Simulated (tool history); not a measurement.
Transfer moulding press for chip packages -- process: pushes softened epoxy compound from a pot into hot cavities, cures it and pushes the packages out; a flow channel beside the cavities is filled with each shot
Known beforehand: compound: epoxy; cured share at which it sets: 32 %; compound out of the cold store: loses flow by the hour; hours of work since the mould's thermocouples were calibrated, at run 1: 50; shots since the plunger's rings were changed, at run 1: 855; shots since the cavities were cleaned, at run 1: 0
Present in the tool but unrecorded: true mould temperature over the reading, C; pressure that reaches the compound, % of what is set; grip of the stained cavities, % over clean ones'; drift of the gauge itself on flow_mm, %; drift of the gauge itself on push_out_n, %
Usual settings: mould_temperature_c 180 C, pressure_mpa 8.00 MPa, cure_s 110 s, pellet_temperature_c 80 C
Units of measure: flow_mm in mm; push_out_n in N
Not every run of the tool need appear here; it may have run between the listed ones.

run,hour,mould_temperature_c,pressure_mpa,cure_s,pellet_temperature_c,hours of work since the mould's thermocouples were calibrated,shots since the plunger's rings were changed,shots since the cavities were cleaned,incoming compound's hours out of the cold store,flow_mm,push_out_n
1,0.0,180,8.00,110,80,50,855,0,31.2,495,523
2,8.3,180,8.00,110,80,55,948,93,28.8,506,524
3,14.6,180,8.00,110,80,59,1019,164,22.7,519,514
4,19.9,180,8.00,110,80,63,1078,223,38.5,501,513
5,26.4,180,8.00,110,80,67,1152,297,46.5,484,491
6,36.2,180,8.48,110,80,73,1262,407,29.4,518,518
7,43.8,180,8.48,110,80,78,1346,491,28.0,529,507
# hour 47.4: cavities cleaned with cleaning compound and waxed
8,55.5,180,8.00,110,71,85,1461,91,30.3,507,515
9,64.4,180,8.00,120,80,91,1561,191,23.7,522,502
10,73.4,180,8.00,120,80,97,1662,292,26.5,506,463
11,79.3,180,7.55,110,80,101,1729,359,22.7,501,516
12,86.7,180,7.55,110,80,105,1812,442,13.5,514,522
# hour 94.5: cavities cleaned with cleaning compound and waxed
13,96.7,180,7.55,110,80,111,1907,25,18.3,501,505
14,101.9,180,8.00,92,80,114,1966,84,45.2,484,673
15,108.7,180,8.00,92,80,119,2042,160,41.7,497,654
16,116.5,177,8.00,149,74,124,2130,248,15.8,543,439
17,124.4,176,8.00,149,74,129,2218,336,24.7,530,459
18,131.3,176,8.00,149,74,134,2296,414,27.9,514,473
19,138.5,176,9.03,149,90,138,2377,495,26.9,551,454
# hour 141.7: cavities cleaned with cleaning compound and waxed
20,146.1,182,9.82,109,72,142,2445,49,42.1,533,456
21,155.7,173,8.00,110,77,149,2554,158,34.8,505,749
22,162.4,173,8.00,110,77,153,2629,233,18.6,538,774
23,167.5,176,8.00,110,80,156,2686,290,20.5,525,627
24,173.1,176,8.00,110,80,160,2749,353,8.7,541,640
25,180.8,180,7.48,148,79,165,2836,440,20.2,515,439
26,186.7,181,8.00,110,80,169,2902,506,45.2,478,491
# hour 189.2: cavities cleaned with cleaning compound and waxed
27,193.2,172,8.00,110,80,172,2958,45,46.7,492,782
28,198.5,172,8.00,109,80,175,3018,105,32.4,511,818

Here are 5 independent what-if runs from the current tool condition. What would each one return?
A,202.9,180,9.22,95,76,178,3066,153,46.0,?,?
B,202.9,175,8.00,110,80,178,3066,153,28.6,?,?
C,202.9,179,8.12,110,74,178,3066,153,21.8,?,?
D,202.9,175,8.30,110,80,178,3066,153,8.7,?,?
E,202.9,186,7.20,110,80,178,3066,153,20.7,?,?

run,flow_mm,push_out_n
A,524,637
B,523,666
C,534,545
D,561,700
E,496,449
Without the tool's hidden state the same runs would have given:
run,flow_mm,push_out_n
A,525,633
B,524,662
C,535,542
D,562,696
E,497,447

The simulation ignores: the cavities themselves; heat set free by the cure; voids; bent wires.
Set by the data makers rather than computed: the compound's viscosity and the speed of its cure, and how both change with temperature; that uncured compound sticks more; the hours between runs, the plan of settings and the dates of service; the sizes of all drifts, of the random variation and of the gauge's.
